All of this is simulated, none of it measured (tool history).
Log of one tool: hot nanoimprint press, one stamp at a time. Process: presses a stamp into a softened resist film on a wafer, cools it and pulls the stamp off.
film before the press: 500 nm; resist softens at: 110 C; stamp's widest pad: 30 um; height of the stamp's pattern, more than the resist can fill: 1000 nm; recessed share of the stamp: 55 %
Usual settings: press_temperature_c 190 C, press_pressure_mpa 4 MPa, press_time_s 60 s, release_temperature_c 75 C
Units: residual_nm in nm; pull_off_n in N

run 1 hour=0 | press_temperature_c=190 press_pressure_mpa=4 press_time_s=60 release_temperature_c=75 | residual_nm=182.5 pull_off_n=234
run 2 hour=23.9 | press_temperature_c=190 press_pressure_mpa=4 press_time_s=60 release_temperature_c=68 | residual_nm=183.1 pull_off_n=250
run 3 hour=45 | press_temperature_c=190 press_pressure_mpa=4 press_time_s=60 release_temperature_c=66 | residual_nm=183.8 pull_off_n=266
run 4 hour=64.8 | press_temperature_c=190 press_pressure_mpa=4 press_time_s=53 release_temperature_c=75 | residual_nm=191.5 pull_off_n=227
run 5 hour=82.6 | press_temperature_c=190 press_pressure_mpa=4 press_time_s=53 release_temperature_c=75 | residual_nm=192.6 pull_off_n=232
run 6 hour=104.4 | press_temperature_c=190 press_pressure_mpa=3.89 press_time_s=53 release_temperature_c=75 | residual_nm=196.5 pull_off_n=232
run 7 hour=118.8 | press_temperature_c=190 press_pressure_mpa=2.92 press_time_s=33 release_temperature_c=75 | residual_nm=263.1 pull_off_n=226
run 8 hour=137.2 | press_temperature_c=186 press_pressure_mpa=4 press_time_s=33 release_temperature_c=80 | residual_nm=268.8 pull_off_n=204
run 9 hour=160.6 | press_temperature_c=186 press_pressure_mpa=4 press_time_s=33 release_temperature_c=80 | residual_nm=272.1 pull_off_n=206
run 10 hour=187.7 | press_temperature_c=186 press_pressure_mpa=4 press_time_s=33 release_temperature_c=80 | residual_nm=271.7 pull_off_n=213
run 11 hour=203.1 | press_temperature_c=191 press_pressure_mpa=3.18 press_time_s=37 release_temperature_c=64 | residual_nm=234.7 pull_off_n=273

Forecast each of these 3 alternatives for the next run:
run A hour=215.1 | press_temperature_c=190 press_pressure_mpa=4 press_time_s=60 release_temperature_c=72 | residual_nm=? pull_off_n=?
run B hour=215.1 | press_temperature_c=190 press_pressure_mpa=4 press_time_s=91 release_temperature_c=76 | residual_nm=? pull_off_n=?
run C hour=215.1 | press_temperature_c=191 press_pressure_mpa=4.22 press_time_s=81 release_temperature_c=64 | residual_nm=? pull_off_n=?

run=A residual_nm=184 pull_off_n=234
run=B residual_nm=150.3 pull_off_n=222
run=C residual_nm=151.1 pull_off_n=261
Without the tool's hidden state the same runs would have given:
run=A residual_nm=184.1 pull_off_n=233
run=B residual_nm=150.4 pull_off_n=221
run=C residual_nm=151.2 pull_off_n=259
